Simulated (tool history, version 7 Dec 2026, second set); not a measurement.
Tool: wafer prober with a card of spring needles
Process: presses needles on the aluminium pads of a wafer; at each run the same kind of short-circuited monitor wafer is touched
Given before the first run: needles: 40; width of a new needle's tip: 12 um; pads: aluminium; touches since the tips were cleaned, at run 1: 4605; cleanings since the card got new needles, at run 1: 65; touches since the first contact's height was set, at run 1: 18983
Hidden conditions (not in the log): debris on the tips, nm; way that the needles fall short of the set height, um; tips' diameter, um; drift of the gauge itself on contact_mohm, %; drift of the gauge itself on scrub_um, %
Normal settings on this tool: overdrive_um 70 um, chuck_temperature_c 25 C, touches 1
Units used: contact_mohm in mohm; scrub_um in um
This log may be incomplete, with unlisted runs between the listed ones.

run	hour	overdrive_um	chuck_temperature_c	touches	touches since the tips were cleaned	cleanings since the card got new needles	touches since the first contact's height was set	contact_mohm	scrub_um
1	0	70	25	1	4605	65	18983	161	8.84
# hour 5.5: tips cleaned on abrasive film
# hour 18.3: tips cleaned on abrasive film
2	28	70	25	1	5988	67	36195	160	8.8
# hour 31.5: tips cleaned on abrasive film
# hour 44.7: tips cleaned on abrasive film
3	51.4	70	25	1	4173	69	50618	158	8.8
# hour 58.5: tips cleaned on abrasive film
# hour 71: tips cleaned on abrasive film
4	74.6	70	25	2	2219	71	64882	155	8.82
# hour 83: tips cleaned on abrasive film
# hour 95.7: tips cleaned on abrasive film
5	103	70	25	2	4483	73	82351	160	8.78
# hour 108.3: tips cleaned on abrasive film
# hour 112: height of the first contact set anew
# hour 121.4: tips cleaned on abrasive film
6	127.6	70	25	2	3852	75	9612	155	8.82
# hour 133.6: tips cleaned on abrasive film
# hour 146.3: tips cleaned on abrasive film
7	156.6	70	25	1	6380	77	27458	160	8.76
# hour 158.2: tips cleaned on abrasive film
# hour 170.3: tips cleaned on abrasive film
8	178.9	70	25	2	5321	79	41159	158	8.8
# hour 182.1: tips cleaned on abrasive film
9	192.8	70	25	2	6649	80	49742	159	8.81
# hour 195.6: tips cleaned on abrasive film
# hour 208.7: tips cleaned on abrasive film
10	208.7	70	113	2	0	82	59482	174	8.8
# hour 220.5: tips cleaned on abrasive film
11	226.2	70	25	1	3564	83	70289	157	8.77
# hour 232.5: tips cleaned on abrasive film
# hour 244.7: tips cleaned on abrasive film
12	252.2	70	25	1	4659	85	86290	158	8.78
# hour 255.2: height of the first contact set anew
# hour 258.5: tips cleaned on abrasive film
# hour 272.1: tips cleaned on abrasive film
13	278.4	70	25	1	3949	87	14306	157	8.76
# hour 284.4: tips cleaned on abrasive film
# hour 296.1: tips cleaned on abrasive film
14	296.4	70	25	1	170	89	25324	161	8.77
# hour 308: tips cleaned on abrasive film
15	312.1	70	25	1	2521	90	34965	158	8.78
# hour 320.4: tips cleaned on abrasive film
16	324.7	70	25	1	2664	91	42726	158	8.77
# hour 333: tips cleaned on abrasive film
# hour 345.4: tips cleaned on abrasive film
17	349.6	70	25	1	2602	93	58063	158	8.74
# hour 357.3: tips cleaned on abrasive film
# hour 371.2: tips cleaned on abrasive film
18	373.4	70	25	1	1405	95	72713	159	8.77
# hour 383.2: tips cleaned on abrasive film
# hour 395.5: tips cleaned on abrasive film
19	395.5	83	89	1	0	97	86252	168	10.37
# hour 398.4: height of the first contact set anew
# hour 408.9: tips cleaned on abrasive film
20	415.4	53	36	1	4025	98	10463	163	6.63
# hour 422.3: tips cleaned on abrasive film
21	432.9	53	36	1	6611	99	21292	166	6.64
# hour 435.6: tips cleaned on abrasive film
# hour 447.7: tips cleaned on abrasive film
22	450.4	70	33	1	1638	101	31983	158	8.73
# hour 460.3: tips cleaned on abrasive film
23	469.5	53	37	2	5706	102	43782	164	6.61
# hour 472.2: tips cleaned on abrasive film
# hour 486.2: tips cleaned on abrasive film
24	496.7	79	65	2	6520	104	60538	163	9.85
# hour 499.2: tips cleaned on abrasive film
# hour 511.3: tips cleaned on abrasive film
# hour 524.4: tips cleaned on abrasive film
25	526.5	56	74	2	1273	107	78800	171	6.95
# hour 537.6: tips cleaned on abrasive film
# hour 542.1: height of the first contact set anew
# hour 551.1: tips cleaned on abrasive film
26	553.6	55	98	1	1561	109	7096	176	6.87
# hour 564.8: tips cleaned on abrasive film
27	573.1	68	123	2	5144	110	19084	179	8.46
# hour 577.2: tips cleaned on abrasive film
# hour 581.4: gauge calibrated
28	585.8	89	25	3	5312	111	26922	158	11.2
# hour 590.6: tips cleaned on abrasive film
29	598.8	89	58	3	5124	112	34933	160	11.23
# hour 603.3: tips cleaned on abrasive film
# hour 615.6: tips cleaned on abrasive film
30	623.8	89	58	2	5092	114	50310	163	11.2
# hour 628: tips cleaned on abrasive film
# hour 641.6: tips cleaned on abrasive film
31	652.8	52	58	1	6932	116	68137	168	6.53

Across each entry between runs, compare the hidden state at the last listed run before it with the hidden state at the first listed run after it:
From run 1 to run 2: tips cleaned on abrasive film (hour 5.5); tips cleaned on abrasive film (hour 18.3)
  debris on the tips, nm: 0.9 -> 1; drift of the gauge itself on scrub_um, %: 0 -> -0.05
  measured minus no-state result, scrub_um: +0 -> +0 um
From run 2 to run 3: tips cleaned on abrasive film (hour 31.5); tips cleaned on abrasive film (hour 44.7)
  way that the needles fall short of the set height, um: 0 -> 0.01; drift of the gauge itself on scrub_um, %: -0.05 -> -0.09
  measured minus no-state result, scrub_um: +0 -> -0.01 um
From run 3 to run 4: tips cleaned on abrasive film (hour 58.5); tips cleaned on abrasive film (hour 71)
  debris on the tips, nm: 1 -> 0.8; drift of the gauge itself on scrub_um, %: -0.09 -> -0.13
  measured minus no-state result, scrub_um: -0.01 -> -0.01 um
From run 4 to run 5: tips cleaned on abrasive film (hour 83); tips cleaned on abrasive film (hour 95.7)
  debris on the tips, nm: 0.8 -> 1; drift of the gauge itself on scrub_um, %: -0.13 -> -0.18
  measured minus no-state result, scrub_um: -0.01 -> -0.02 um
From run 5 to run 6: tips cleaned on abrasive film (hour 108.3); height of the first contact set anew (hour 112); tips cleaned on abrasive film (hour 121.4)
  way that the needles fall short of the set height, um: 0.01 -> 0; drift of the gauge itself on scrub_um, %: -0.18 -> -0.23
  measured minus no-state result, scrub_um: -0.02 -> -0.02 um
From run 6 to run 7: tips cleaned on abrasive film (hour 133.6); tips cleaned on abrasive film (hour 146.3)
  drift of the gauge itself on scrub_um, %: -0.23 -> -0.28
  measured minus no-state result, scrub_um: -0.02 -> -0.02 um
From run 7 to run 8: tips cleaned on abrasive film (hour 158.2); tips cleaned on abrasive film (hour 170.3)
  drift of the gauge itself on scrub_um, %: -0.28 -> -0.32
  measured minus no-state result, scrub_um: -0.02 -> -0.03 um
From run 8 to run 9: tips cleaned on abrasive film (hour 182.1)
  debris on the tips, nm: 1 -> 1.1; drift of the gauge itself on scrub_um, %: -0.32 -> -0.34
  measured minus no-state result, scrub_um: -0.03 -> -0.03 um
From run 9 to run 10: tips cleaned on abrasive film (hour 195.6); tips cleaned on abrasive film (hour 208.7)
  debris on the tips, nm: 1.1 -> 0.1; way that the needles fall short of the set height, um: 0 -> 0.01; drift of the gauge itself on scrub_um, %: -0.34 -> -0.37
  measured minus no-state result, scrub_um: -0.03 -> -0.04 um
From run 10 to run 11: tips cleaned on abrasive film (hour 220.5)
  debris on the tips, nm: 0.1 -> 1; tips' diameter, um: 12.02 -> 12.03; drift of the gauge itself on scrub_um, %: -0.37 -> -0.4
  measured minus no-state result, scrub_um: -0.04 -> -0.03 um
From run 11 to run 12: tips cleaned on abrasive film (hour 232.5); tips cleaned on abrasive film (hour 244.7)
  drift of the gauge itself on scrub_um, %: -0.4 -> -0.45
  measured minus no-state result, scrub_um: -0.03 -> -0.04 um
From run 12 to run 13: height of the first contact set anew (hour 255.2); tips cleaned on abrasive film (hour 258.5); tips cleaned on abrasive film (hour 272.1)
  way that the needles fall short of the set height, um: 0.01 -> 0; drift of the gauge itself on scrub_um, %: -0.45 -> -0.49
  measured minus no-state result, scrub_um: -0.04 -> -0.04 um
From run 13 to run 14: tips cleaned on abrasive film (hour 284.4); tips cleaned on abrasive film (hour 296.1)
  debris on the tips, nm: 1 -> 0.2; drift of the gauge itself on scrub_um, %: -0.49 -> -0.53
  measured minus no-state result, scrub_um: -0.04 -> -0.05 um
From run 14 to run 15: tips cleaned on abrasive film (hour 308)
  debris on the tips, nm: 0.2 -> 0.8; drift of the gauge itself on scrub_um, %: -0.53 -> -0.55
  measured minus no-state result, scrub_um: -0.05 -> -0.05 um
From run 15 to run 16: tips cleaned on abrasive film (hour 320.4)
  way that the needles fall short of the set height, um: 0 -> 0.01; drift of the gauge itself on scrub_um, %: -0.55 -> -0.58
  measured minus no-state result, scrub_um: -0.05 -> -0.06 um
From run 16 to run 17: tips cleaned on abrasive film (hour 333); tips cleaned on abrasive film (hour 345.4)
  drift of the gauge itself on scrub_um, %: -0.58 -> -0.62
  measured minus no-state result, scrub_um: -0.06 -> -0.06 um
From run 17 to run 18: tips cleaned on abrasive film (hour 357.3); tips cleaned on abrasive film (hour 371.2)
  debris on the tips, nm: 0.8 -> 0.6; drift of the gauge itself on scrub_um, %: -0.62 -> -0.66
  measured minus no-state result, scrub_um: -0.06 -> -0.06 um
From run 18 to run 19: tips cleaned on abrasive film (hour 383.2); tips cleaned on abrasive film (hour 395.5)
  debris on the tips, nm: 0.6 -> 0.1; drift of the gauge itself on scrub_um, %: -0.66 -> -0.7
  measured minus no-state result, scrub_um: -0.06 -> -0.07 um
From run 19 to run 20: height of the first contact set anew (hour 398.4); tips cleaned on abrasive film (hour 408.9)
  debris on the tips, nm: 0.1 -> 1; way that the needles fall short of the set height, um: 0.01 -> 0; drift of the gauge itself on scrub_um, %: -0.7 -> -0.74
  measured minus no-state result, scrub_um: -0.07 -> -0.05 um
From run 20 to run 21: tips cleaned on abrasive film (hour 422.3)
  debris on the tips, nm: 1 -> 1.1; drift of the gauge itself on scrub_um, %: -0.74 -> -0.77
  measured minus no-state result, scrub_um: -0.05 -> -0.05 um
From run 21 to run 22: tips cleaned on abrasive film (hour 435.6); tips cleaned on abrasive film (hour 447.7)
  debris on the tips, nm: 1.1 -> 0.6; drift of the gauge itself on scrub_um, %: -0.77 -> -0.8
  measured minus no-state result, scrub_um: -0.05 -> -0.07 um
From run 22 to run 23: tips cleaned on abrasive film (hour 460.3)
  debris on the tips, nm: 0.6 -> 1; drift of the gauge itself on scrub_um, %: -0.8 -> -0.83
  measured minus no-state result, scrub_um: -0.07 -> -0.05 um
From run 23 to run 24: tips cleaned on abrasive film (hour 472.2); tips cleaned on abrasive film (hour 486.2)
  debris on the tips, nm: 1 -> 1.1; way that the needles fall short of the set height, um: 0 -> 0.01; drift of the gauge itself on scrub_um, %: -0.83 -> -0.88
  measured minus no-state result, scrub_um: -0.05 -> -0.09 um
From run 24 to run 25: tips cleaned on abrasive film (hour 499.2); tips cleaned on abrasive film (hour 511.3); tips cleaned on abrasive film (hour 524.4)
  debris on the tips, nm: 1.1 -> 0.6; drift of the gauge itself on scrub_um, %: -0.88 -> -0.93
  measured minus no-state result, scrub_um: -0.09 -> -0.07 um
From run 25 to run 26: tips cleaned on abrasive film (hour 537.6); height of the first contact set anew (hour 542.1); tips cleaned on abrasive film (hour 551.1)
  way that the needles fall short of the set height, um: 0.01 -> 0; drift of the gauge itself on scrub_um, %: -0.93 -> -0.98
  measured minus no-state result, scrub_um: -0.07 -> -0.07 um
From run 26 to run 27: tips cleaned on abrasive film (hour 564.8)
  debris on the tips, nm: 0.6 -> 1; drift of the gauge itself on scrub_um, %: -0.98 -> -1.02
  measured minus no-state result, scrub_um: -0.07 -> -0.09 um
From run 27 to run 28: tips cleaned on abrasive film (hour 577.2); gauge calibrated (hour 581.4)
  drift of the gauge itself on scrub_um, %: -1.02 -> -0.01
  measured minus no-state result, scrub_um: -0.09 -> +0 um
From run 28 to run 29: tips cleaned on abrasive film (hour 590.6)
  drift of the gauge itself on scrub_um, %: -0.01 -> -0.03
  measured minus no-state result, scrub_um: +0 -> +0 um
From run 29 to run 30: tips cleaned on abrasive film (hour 603.3); tips cleaned on abrasive film (hour 615.6)
  way that the needles fall short of the set height, um: 0 -> 0.01; drift of the gauge itself on scrub_um, %: -0.03 -> -0.08
  measured minus no-state result, scrub_um: +0 -> -0.01 um
From run 30 to run 31: tips cleaned on abrasive film (hour 628); tips cleaned on abrasive film (hour 641.6)
  debris on the tips, nm: 1 -> 1.1; tips' diameter, um: 12.03 -> 12.04; drift of the gauge itself on scrub_um, %: -0.08 -> -0.13
  measured minus no-state result, scrub_um: -0.01 -> -0.01 um

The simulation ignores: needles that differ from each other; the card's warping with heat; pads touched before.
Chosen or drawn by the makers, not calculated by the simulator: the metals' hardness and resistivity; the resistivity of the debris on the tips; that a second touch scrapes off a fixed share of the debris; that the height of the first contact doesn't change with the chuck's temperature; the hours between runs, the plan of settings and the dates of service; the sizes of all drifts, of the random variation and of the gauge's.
